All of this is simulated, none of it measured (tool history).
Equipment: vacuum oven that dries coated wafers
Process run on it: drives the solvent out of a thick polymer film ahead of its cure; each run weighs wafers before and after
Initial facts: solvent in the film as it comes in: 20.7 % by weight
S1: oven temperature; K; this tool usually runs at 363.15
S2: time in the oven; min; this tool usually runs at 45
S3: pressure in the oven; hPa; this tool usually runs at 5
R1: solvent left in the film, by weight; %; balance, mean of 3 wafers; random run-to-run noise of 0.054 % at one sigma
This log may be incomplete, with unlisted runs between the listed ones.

run	hour	S1	S2	S3	R1
1	0	363.15	45	5	2.58
2	23.8	363.15	45	5	2.62
3	55.2	363.15	45	5	2.66
4	86.7	363.15	45	5	2.54
5	102.7	363.15	45	5	2.53
6	123.2	363.15	45	5	2.73
7	146.4	363.15	45	5	2.65
8	175.9	363.15	45	5	2.81
9	202.2	363.15	45	5.97	2.73
10	227.3	363.15	45	5	2.73
11	247.8	363.15	45	5	2.74
12	280.2	363.15	45	5	2.8
13	312.3	363.15	45	5	2.73
# hour 317.2: oven's thermocouples calibrated
14	338.9	363.15	45	5	3.13
15	356.9	363.15	45	5	3.17
16	378.3	363.15	45	5	2.97
# hour 382.9: oven's thermocouples calibrated, once more
17	394.7	363.15	45	5	2.04

Run 18 comes next. What will it give?
18	426	363.15	45	5.23	?

Run 18 yielded R1 2.13 %.
Minus the tool's unlogged condition, the same run would have read R1 2.05 %.

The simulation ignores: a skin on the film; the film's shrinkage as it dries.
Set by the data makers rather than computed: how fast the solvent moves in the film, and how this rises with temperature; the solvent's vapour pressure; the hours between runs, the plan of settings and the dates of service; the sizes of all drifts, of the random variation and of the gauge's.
